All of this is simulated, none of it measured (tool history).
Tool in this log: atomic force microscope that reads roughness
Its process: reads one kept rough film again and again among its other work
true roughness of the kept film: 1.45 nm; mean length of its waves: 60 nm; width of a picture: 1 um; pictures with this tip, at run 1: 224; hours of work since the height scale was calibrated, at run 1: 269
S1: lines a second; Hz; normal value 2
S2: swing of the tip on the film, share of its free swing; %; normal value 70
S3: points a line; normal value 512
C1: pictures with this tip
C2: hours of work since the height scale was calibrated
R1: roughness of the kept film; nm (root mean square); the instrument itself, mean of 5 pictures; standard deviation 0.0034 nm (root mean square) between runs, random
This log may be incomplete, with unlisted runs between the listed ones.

run   hour    S1  S2    S3   C1   C2     R1
  1      0     2  70   512  224  269  1.266
  2   11.9     2  70   901  239  275  1.264
  3   21.2     2  70   901  250  279  1.258
  4   28.7     2  70   901  260  283  1.268
  5   39.9     2  70   901  274  288  1.263
  6   55.2     2  70   389  293  296  1.266
  7   62.7     2  69   512  302  299  1.272
  8   77.2     2  70   351  320  306  1.262
  9   90.1     2  70   512  336  313  1.265
 10     97     2  70   512  345  316  1.262
 11  105.9     2  70   512  356  320  1.264
 12  113.6     2  70   512  366  324  1.265
 13  124.1     2  70   512  379  329  1.263
 14  132.8     2  70   512  390  333  1.261
     136.7  -- new tip fitted
 15  144.8     2  70   512   10  339  1.262
 16  155.9     2  70   512   24  344  1.272
 17  166.1     2  70   512   37  349   1.26
 18  181.5     2  70   512   56  357  1.267
 19  191.2     2  70   512   68  362  1.263
 20  205.4     2  66   512   86  369  1.301
 21  212.5     2  66   512   95  372  1.298
 22  224.8     2  66   512  111  378    1.3
 23  234.5     2  66   512  123  383  1.296
 24  246.7     2  70   927  138  389   1.27
 25  254.1     2  60   366  147  392   1.34
 26  262.8     2  60   366  158  397  1.335
 27  270.1  1.52  75   456  167  400  1.267
 28  280.6  1.52  87  1021  180  405  1.155
 29  291.2  1.56  70  1006  194  410  1.301
 30  302.4  1.56  70  1006  208  416  1.299
 31  315.3  1.56  70  1006  224  422  1.295
 32  322.4  2.54  70   974  233  426  1.226
 33  329.8  1.03  70   277  242  429  1.339
 34  336.3  1.02  77   419  250  432  1.305
 35  343.2     2  86   748  259  436  1.093
 36  355.8  3.12  76   748  275  442  1.116
 37  369.4  3.81  57   512  292  448  1.286
 38  384.2  3.81  58   891  310  456  1.284
 39  399.5  3.81  58   891  329  463  1.276
 40  409.6  3.81  58   891  342  468  1.279

Consider 5 possible next runs. They are alternatives, not a sequence: every one starts from the tool as it was left by run 40. What does each give?
  A  424.6  3.43  84  761  361  475   ?
  B  424.6  0.77  61  795  361  475   ?
  C  424.6  1.51  70  512  361  475   ?
  D  424.6  0.62  80  878  361  475   ?
  E  424.6  3.81  60  891  361  475   ?

run     R1
  A  0.968
  B  1.393
  C  1.301
  D  1.342
  E  1.258
Had the tool no hidden state, the same runs would have come out as:
run     R1
  A   0.97
  B  1.395
  C  1.303
  D  1.344
  E   1.26
